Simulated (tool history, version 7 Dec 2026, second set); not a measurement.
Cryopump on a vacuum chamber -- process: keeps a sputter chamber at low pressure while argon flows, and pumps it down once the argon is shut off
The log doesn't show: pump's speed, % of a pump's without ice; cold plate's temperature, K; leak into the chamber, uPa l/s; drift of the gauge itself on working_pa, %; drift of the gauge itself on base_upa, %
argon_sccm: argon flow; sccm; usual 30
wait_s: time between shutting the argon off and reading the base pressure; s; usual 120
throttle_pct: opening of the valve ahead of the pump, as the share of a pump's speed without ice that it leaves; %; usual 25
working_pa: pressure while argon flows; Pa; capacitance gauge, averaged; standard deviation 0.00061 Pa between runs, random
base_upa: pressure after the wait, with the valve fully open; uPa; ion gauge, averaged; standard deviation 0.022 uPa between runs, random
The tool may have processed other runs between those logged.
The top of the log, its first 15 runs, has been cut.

run,hour,argon_sccm,wait_s,throttle_pct,hours of work since the pump was warmed up and emptied,hours of work since the cold head was overhauled,hours of work since the chamber's fittings were tightened,working_pa,base_upa
16,742.1,17,114,49,52,1084,190,0.0263,0.80
17,788.3,17,114,49,75,1108,213,0.0256,0.80
18,844.3,43,114,49,103,1135,241,0.0644,0.86
19,909.4,31,36,40,135,1168,273,0.0585,1.92
20,950.5,30,62,25,156,1188,294,0.0902,1.34
21,993.7,12,121,33,177,1210,315,0.0269,0.95
22,1030.8,40,131,33,196,1228,334,0.0905,0.94
23,1090.8,45,49,33,226,1258,364,0.1018,1.63
24,1153.6,16,45,25,257,1290,395,0.0489,1.75
25,1195.2,49,83,27,278,1310,416,0.1365,1.21
26,1231.3,30,42,25,296,1328,434,0.0899,1.92
27,1279.7,31,54,54,320,1353,458,0.0445,1.67
28,1338.1,31,54,54,349,1382,487,0.0447,1.74
29,1403.5,29,70,17,382,1414,519,0.1276,1.53
30,1446.1,26,120,21,403,1436,541,0.0936,1.24
31,1487.8,26,34,21,424,1456,562,0.0944,2.41
32,1553.1,26,71,21,456,1489,594,0.0925,1.61
33,1604.6,16,120,25,482,1515,620,0.0478,1.37
34,1663.8,16,120,25,512,1544,649,0.0486,1.43

What if the next run were any one of these 3? Each begins from the tool's condition after run 34:
A,1694.3,14,93,25,527,1559,665,?,?
B,1694.3,16,60,25,527,1559,665,?,?
C,1694.3,21,22,25,527,1559,665,?,?

run,working_pa,base_upa
A,0.0434,1.52
B,0.0494,1.85
C,0.0643,3.33
Had the tool no hidden state, the same runs would have come out as:
run,working_pa,base_upa
A,0.0415,0.65
B,0.0473,0.99
C,0.0615,2.48
